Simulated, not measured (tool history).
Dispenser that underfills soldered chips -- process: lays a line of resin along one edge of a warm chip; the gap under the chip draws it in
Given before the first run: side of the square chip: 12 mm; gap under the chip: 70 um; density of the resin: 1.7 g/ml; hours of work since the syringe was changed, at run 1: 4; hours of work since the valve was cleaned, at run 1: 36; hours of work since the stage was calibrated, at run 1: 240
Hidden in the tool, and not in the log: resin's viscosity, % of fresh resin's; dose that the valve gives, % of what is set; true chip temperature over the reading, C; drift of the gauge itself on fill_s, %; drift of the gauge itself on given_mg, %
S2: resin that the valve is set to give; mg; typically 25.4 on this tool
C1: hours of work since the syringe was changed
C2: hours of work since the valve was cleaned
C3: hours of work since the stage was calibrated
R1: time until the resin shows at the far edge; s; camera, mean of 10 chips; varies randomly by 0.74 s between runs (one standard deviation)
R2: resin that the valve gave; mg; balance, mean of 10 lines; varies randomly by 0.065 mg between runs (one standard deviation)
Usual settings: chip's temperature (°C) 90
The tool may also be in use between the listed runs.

{"run": 1, "hour": 0.0, "chip's temperature (°C)": 90, "S2": 25.4, "C1": 4, "C2": 36, "C3": 240, "R1": 76.4, "R2": 24.89}
{"hour": 8.0, "done": "new syringe of resin"}
{"run": 2, "hour": 9.1, "chip's temperature (°C)": 90, "S2": 25.4, "C1": 1, "C2": 43, "C3": 247, "R1": 67.3, "R2": 24.93}
{"run": 3, "hour": 17.8, "chip's temperature (°C)": 90, "S2": 25.4, "C1": 7, "C2": 49, "C3": 253, "R1": 89.8, "R2": 25.03}
{"hour": 20.5, "done": "new syringe of resin"}
{"run": 4, "hour": 25.5, "chip's temperature (°C)": 90, "S2": 25.4, "C1": 4, "C2": 54, "C3": 259, "R1": 76.6, "R2": 24.85}
{"hour": 32.7, "done": "new syringe of resin"}
{"run": 5, "hour": 34.4, "chip's temperature (°C)": 90, "S2": 25.4, "C1": 1, "C2": 61, "C3": 265, "R1": 67.4, "R2": 24.81}
{"hour": 45.4, "done": "new syringe of resin"}
{"run": 6, "hour": 46.4, "chip's temperature (°C)": 90, "S2": 25.4, "C1": 1, "C2": 69, "C3": 274, "R1": 64.2, "R2": 24.7}
{"run": 7, "hour": 57.0, "chip's temperature (°C)": 90, "S2": 25.4, "C1": 9, "C2": 77, "C3": 281, "R1": 96.3, "R2": 24.58}
{"hour": 58.3, "done": "new syringe of resin"}
{"hour": 71.1, "done": "new syringe of resin"}
{"run": 8, "hour": 71.6, "chip's temperature (°C)": 90, "S2": 25.4, "C1": 0, "C2": 87, "C3": 292, "R1": 64, "R2": 24.63}
{"run": 9, "hour": 82.2, "chip's temperature (°C)": 90, "S2": 25.4, "C1": 8, "C2": 95, "C3": 300, "R1": 94.2, "R2": 24.57}
{"hour": 83.5, "done": "new syringe of resin"}
{"run": 10, "hour": 93.1, "chip's temperature (°C)": 90, "S2": 25.4, "C1": 7, "C2": 103, "C3": 307, "R1": 85.9, "R2": 24.5}
{"hour": 96.0, "done": "new syringe of resin"}
{"run": 11, "hour": 99.1, "chip's temperature (°C)": 90, "S2": 25.4, "C1": 2, "C2": 107, "C3": 312, "R1": 68.6, "R2": 24.48}
{"run": 12, "hour": 105.2, "chip's temperature (°C)": 90, "S2": 25.4, "C1": 7, "C2": 112, "C3": 316, "R1": 87.1, "R2": 24.34}
{"hour": 108.7, "done": "new syringe of resin"}
{"run": 13, "hour": 117.7, "chip's temperature (°C)": 90, "S2": 25.4, "C1": 7, "C2": 121, "C3": 325, "R1": 85.2, "R2": 24.27}
{"hour": 120.8, "done": "new syringe of resin"}
{"run": 14, "hour": 131.5, "chip's temperature (°C)": 90, "S2": 22.1, "C1": 8, "C2": 131, "C3": 335, "R1": 94.7, "R2": 20.99}
{"hour": 133.0, "done": "new syringe of resin"}
{"hour": 137.2, "done": "dispensing valve cleaned and set on the balance"}
{"run": 15, "hour": 144.4, "chip's temperature (°C)": 90, "S2": 22.1, "C1": 8, "C2": 5, "C3": 344, "R1": 89.9, "R2": 21.97}
{"hour": 146.8, "done": "new syringe of resin"}
{"run": 16, "hour": 156.0, "chip's temperature (°C)": 90, "S2": 22.1, "C1": 7, "C2": 14, "C3": 352, "R1": 86.6, "R2": 21.99}
{"hour": 159.1, "done": "new syringe of resin"}
{"run": 17, "hour": 166.6, "chip's temperature (°C)": 90, "S2": 22.2, "C1": 5, "C2": 21, "C3": 359, "R1": 79.9, "R2": 22.08}
{"hour": 171.1, "done": "new syringe of resin"}
{"run": 18, "hour": 176.5, "chip's temperature (°C)": 90, "S2": 22.2, "C1": 4, "C2": 28, "C3": 367, "R1": 75.9, "R2": 21.98}
{"run": 19, "hour": 182.5, "chip's temperature (°C)": 101, "S2": 27.7, "C1": 8, "C2": 33, "C3": 371, "R1": 58.9, "R2": 27.27}
{"hour": 183.6, "done": "new syringe of resin"}
{"run": 20, "hour": 194.3, "chip's temperature (°C)": 102, "S2": 32.2, "C1": 8, "C2": 41, "C3": 379, "R1": 55.6, "R2": 31.68}
{"hour": 195.7, "done": "new syringe of resin"}
{"run": 21, "hour": 206.2, "chip's temperature (°C)": 101, "S2": 32.2, "C1": 8, "C2": 50, "C3": 388, "R1": 56.2, "R2": 31.71}
{"hour": 208.3, "done": "new syringe of resin"}
{"hour": 220.6, "done": "new syringe of resin"}
{"run": 22, "hour": 220.6, "chip's temperature (°C)": 101, "S2": 32.2, "C1": 0, "C2": 60, "C3": 398, "R1": 38.3, "R2": 31.67}
{"run": 23, "hour": 232.0, "chip's temperature (°C)": 101, "S2": 25.4, "C1": 8, "C2": 68, "C3": 407, "R1": 58.9, "R2": 25}
{"hour": 233.2, "done": "new syringe of resin"}
{"run": 24, "hour": 239.1, "chip's temperature (°C)": 95, "S2": 22.6, "C1": 4, "C2": 73, "C3": 412, "R1": 61.6, "R2": 22.02}
{"hour": 246.0, "done": "new syringe of resin"}
{"run": 25, "hour": 252.0, "chip's temperature (°C)": 105, "S2": 30.3, "C1": 4, "C2": 83, "C3": 421, "R1": 41.2, "R2": 29.42}
{"hour": 258.4, "done": "new syringe of resin"}
{"run": 26, "hour": 259.0, "chip's temperature (°C)": 105, "S2": 30.3, "C1": 0, "C2": 88, "C3": 426, "R1": 32.4, "R2": 29.3}
{"run": 27, "hour": 269.1, "chip's temperature (°C)": 78, "S2": 24, "C1": 8, "C2": 95, "C3": 433, "R1": 144.4, "R2": 23.23}
{"hour": 271.4, "done": "new syringe of resin"}
{"run": 28, "hour": 275.9, "chip's temperature (°C)": 92, "S2": 31.2, "C1": 3, "C2": 100, "C3": 438, "R1": 62, "R2": 30.23}
{"hour": 284.4, "done": "new syringe of resin"}
{"run": 29, "hour": 286.7, "chip's temperature (°C)": 102, "S2": 24, "C1": 2, "C2": 108, "C3": 446, "R1": 41.3, "R2": 23.17}
{"hour": 296.9, "done": "new syringe of resin"}
{"run": 30, "hour": 296.9, "chip's temperature (°C)": 104, "S2": 24, "C1": 0, "C2": 115, "C3": 453, "R1": 33.4, "R2": 23.17}
{"hour": 309.0, "done": "new syringe of resin"}
{"run": 31, "hour": 309.0, "chip's temperature (°C)": 104, "S2": 24, "C1": 0, "C2": 124, "C3": 462, "R1": 34.2, "R2": 23.1}
{"hour": 321.4, "done": "new syringe of resin"}
{"hour": 324.3, "done": "dispensing valve cleaned and set on the balance"}
{"run": 32, "hour": 324.3, "chip's temperature (°C)": 104, "S2": 24, "C1": 1, "C2": 0, "C3": 472, "R1": 35.5, "R2": 23.95}
{"run": 33, "hour": 331.2, "chip's temperature (°C)": 104, "S2": 32.5, "C1": 6, "C2": 5, "C3": 477, "R1": 45.5, "R2": 32.28}
{"hour": 334.9, "done": "new syringe of resin"}
{"run": 34, "hour": 338.6, "chip's temperature (°C)": 90, "S2": 26.9, "C1": 3, "C2": 10, "C3": 482, "R1": 65.7, "R2": 26.85}

What if the next run were any one of these 3? Each begins from the tool's condition after run 34:
{"hour": 347.5, "done": "new syringe of resin"}
{"run": "A", "hour": 352.6, "chip's temperature (°C)": 86, "S2": 26.9, "C1": 4, "C2": 20, "C3": 493, "R1": "?", "R2": "?"}
{"hour": 347.5, "done": "new syringe of resin"}
{"run": "B", "hour": 352.6, "chip's temperature (°C)": 104, "S2": 23.5, "C1": 4, "C2": 20, "C3": 493, "R1": "?", "R2": "?"}
{"hour": 347.5, "done": "new syringe of resin"}
{"run": "C", "hour": 352.6, "chip's temperature (°C)": 77, "S2": 25.4, "C1": 4, "C2": 20, "C3": 493, "R1": "?", "R2": "?"}

run=A R1=80.6 R2=26.75
run=B R1=40.3 R2=23.35
run=C R1=120 R2=25.05
Without the tool's unlogged condition, the same runs would have read:
run=A R1=79.4 R2=26.98
run=B R1=39 R2=23.54
run=C R1=119.1 R2=25.26
